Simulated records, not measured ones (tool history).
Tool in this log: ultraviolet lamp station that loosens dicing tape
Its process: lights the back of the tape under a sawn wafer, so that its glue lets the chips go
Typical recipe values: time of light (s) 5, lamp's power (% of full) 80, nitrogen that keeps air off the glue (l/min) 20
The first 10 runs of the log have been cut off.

run	hour	time of light (s)	lamp's power (% of full)	nitrogen that keeps air off the glue (l/min)	hours of work of the lamp	hours of work since the window was cleaned	force that peels the tape off (N)	light that reached the tape (J/m2)
11	527.3	5	80	20	996	322	2.028	3310
12	561.9	5	80	20	1011	337	2.138	3210
13	591.8	7	80	20	1023	349	1.092	4480
14	620.1	4	80	20	1035	361	2.96	2590
# hour 626.7: window cleaned of glue's vapour
15	684.4	4	80	20	1062	24	2.99	2530
16	711.7	4	80	20	1073	35	3.011	2520
17	775.1	4	80	20	1099	62	3.092	2470
18	829.5	7	69	20	1122	85	1.747	3660
19	861.4	9	89	9	1135	98	1.003	6030
# hour 919.1: lamp changed
20	919.1	7	65	19	0	122	1.044	4740
# hour 924.3: window cleaned of glue's vapour, once more
21	959.5	6	62	11	17	15	1.796	4200
22	1005.5	6	62	11	36	34	1.83	4140
23	1033.3	5	80	11	47	45	1.669	4410
24	1089	3	83	33	71	69	2.288	2720
25	1134.3	3	83	33	90	88	2.2	2700
26	1189.2	3	83	33	112	110	2.353	2660
27	1229.8	5	80	19	129	127	1.236	4260
28	1285.8	2	80	24	153	151	4.534	1700
29	1347.6	5	84	12	179	177	1.59	4380

Forecast run 30:
30	1374.7	4	70	7	190	188	?	?

Run 30 yielded force that peels the tape off (N) 3.848, light that reached the tape (J/m2) 2910.
Were there no unlogged condition in the tool, this run, its random variation unchanged, would have produced force that peels the tape off (N) 3.509, light that reached the tape (J/m2) 3150.

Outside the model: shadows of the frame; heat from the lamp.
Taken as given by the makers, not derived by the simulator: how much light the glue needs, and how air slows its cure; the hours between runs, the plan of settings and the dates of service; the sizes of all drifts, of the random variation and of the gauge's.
